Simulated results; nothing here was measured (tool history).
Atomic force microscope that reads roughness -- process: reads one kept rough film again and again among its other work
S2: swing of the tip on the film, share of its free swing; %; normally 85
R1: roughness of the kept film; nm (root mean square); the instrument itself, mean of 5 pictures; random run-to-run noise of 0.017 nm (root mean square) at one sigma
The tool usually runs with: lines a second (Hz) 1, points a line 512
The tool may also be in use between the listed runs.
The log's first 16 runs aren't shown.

run 17 hour=406.7 | lines_a_second_(Hz)=1 S2=87 points_a_line=512 | R1=2.848
run 18 hour=430.6 | lines_a_second_(Hz)=1 S2=87 points_a_line=512 | R1=2.642
run 19 hour=451.2 | lines_a_second_(Hz)=1 S2=87 points_a_line=512 | R1=2.484
-- hour=469.3 new tip fitted
run 20 hour=484.6 | lines_a_second_(Hz)=1 S2=87 points_a_line=512 | R1=3.85
run 21 hour=500.5 | lines_a_second_(Hz)=1 S2=88 points_a_line=1014 | R1=3.591
run 22 hour=528.4 | lines_a_second_(Hz)=2.71 S2=84 points_a_line=512 | R1=2.78
run 23 hour=557.6 | lines_a_second_(Hz)=1.63 S2=83 points_a_line=524 | R1=2.757
run 24 hour=578.5 | lines_a_second_(Hz)=1.63 S2=83 points_a_line=524 | R1=2.592
run 25 hour=600.7 | lines_a_second_(Hz)=1 S2=63 points_a_line=571 | R1=2.799
-- hour=626.4 new tip fitted
run 26 hour=626.8 | lines_a_second_(Hz)=1.24 S2=63 points_a_line=271 | R1=4.486
run 27 hour=660.6 | lines_a_second_(Hz)=2.22 S2=79 points_a_line=271 | R1=3.331
run 28 hour=675.8 | lines_a_second_(Hz)=1 S2=69 points_a_line=512 | R1=3.639
run 29 hour=708.8 | lines_a_second_(Hz)=1 S2=69 points_a_line=512 | R1=3.148
run 30 hour=737.9 | lines_a_second_(Hz)=1 S2=82 points_a_line=466 | R1=2.741
run 31 hour=765.7 | lines_a_second_(Hz)=1 S2=88 points_a_line=466 | R1=2.43
-- hour=782.8 new tip fitted
run 32 hour=785.4 | lines_a_second_(Hz)=1 S2=88 points_a_line=466 | R1=4.052
run 33 hour=805 | lines_a_second_(Hz)=1 S2=88 points_a_line=466 | R1=3.684
run 34 hour=835.5 | lines_a_second_(Hz)=1 S2=88 points_a_line=466 | R1=3.3
run 35 hour=859.7 | lines_a_second_(Hz)=1.59 S2=79 points_a_line=512 | R1=3.01
run 36 hour=893.7 | lines_a_second_(Hz)=2.9 S2=85 points_a_line=418 | R1=2.219

Each row is a separate what-if for the run after 36, all from the same tool condition, not one after another. Results?
run A hour=919.1 | lines_a_second_(Hz)=1 S2=69 points_a_line=512 | R1=?
run B hour=919.1 | lines_a_second_(Hz)=1.56 S2=88 points_a_line=732 | R1=?
run C hour=919.1 | lines_a_second_(Hz)=2.22 S2=64 points_a_line=582 | R1=?
run D hour=919.1 | lines_a_second_(Hz)=1 S2=85 points_a_line=609 | R1=?
run E hour=919.1 | lines_a_second_(Hz)=1.8 S2=55 points_a_line=389 | R1=?

run=A R1=2.657
run=B R1=2.298
run=C R1=2.586
run=D R1=2.514
run=E R1=2.74
Without the tool's hidden state the same runs would have given:
run=A R1=4.427
run=B R1=3.826
run=C R1=4.308
run=D R1=4.184
run=E R1=4.558
